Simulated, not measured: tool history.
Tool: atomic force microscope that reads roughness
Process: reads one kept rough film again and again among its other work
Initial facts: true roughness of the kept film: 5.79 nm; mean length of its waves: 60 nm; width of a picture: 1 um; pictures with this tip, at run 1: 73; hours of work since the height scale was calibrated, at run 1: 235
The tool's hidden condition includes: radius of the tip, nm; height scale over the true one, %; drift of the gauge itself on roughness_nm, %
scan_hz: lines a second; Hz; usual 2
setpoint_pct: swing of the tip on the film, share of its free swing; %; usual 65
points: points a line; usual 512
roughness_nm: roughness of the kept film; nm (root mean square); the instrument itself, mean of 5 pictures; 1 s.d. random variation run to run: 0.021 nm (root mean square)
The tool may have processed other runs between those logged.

run,day,scan_hz,setpoint_pct,points,pictures with this tip,hours of work since the height scale was calibrated,roughness_nm
1,0,2,65,512,73,235,5.088
2,0.3,2,65,352,83,239,5.081
3,0.592,1.14,65,352,94,243,5.107
4,1.021,1.14,65,352,109,249,5.098
5,1.583,2,65,512,129,257,5.02
6,2,2.78,65,512,143,263,4.894
7,2.567,2.78,65,512,163,270,4.91
8,3.154,2.78,65,512,184,279,4.818
9,3.679,2.78,65,512,202,286,4.8
10,4.246,2,65,512,222,294,4.889
11,4.754,2,65,512,240,301,4.854
12,5.342,2,65,512,261,309,4.794
13,5.758,1.74,65,782,275,315,4.842
14,6.279,1.89,56,337,294,322,4.818
15,6.75,1.11,65,452,310,328,4.816
16,7.029,3.42,65,583,320,332,4.578
# day 7.442: new tip fitted
17,7.638,1.04,64,921,7,340,5.32
18,8.117,1.04,64,921,24,347,5.286
19,8.462,1.97,55,279,36,352,5.237
20,8.846,1.41,60,393,49,357,5.259
21,9.292,3.15,62,804,65,363,5.057
22,9.796,3.92,55,534,83,370,5.076
23,10.267,3.92,55,534,99,377,5.039
24,10.8,1.43,65,512,118,384,5.083

Consider 3 possible next runs. They are alternatives, not a sequence: every one starts from the tool as it was left by run 24. What does each give?
A,11.038,1.46,87,512,127,388,?
B,11.038,2.49,65,512,127,388,?
C,11.038,1.53,67,334,127,388,?

run,roughness_nm
A,4.755
B,5.007
C,5.034
Stripped of hidden state, with their random variation kept, the same runs would have yielded:
run,roughness_nm
A,4.954
B,5.215
C,5.244
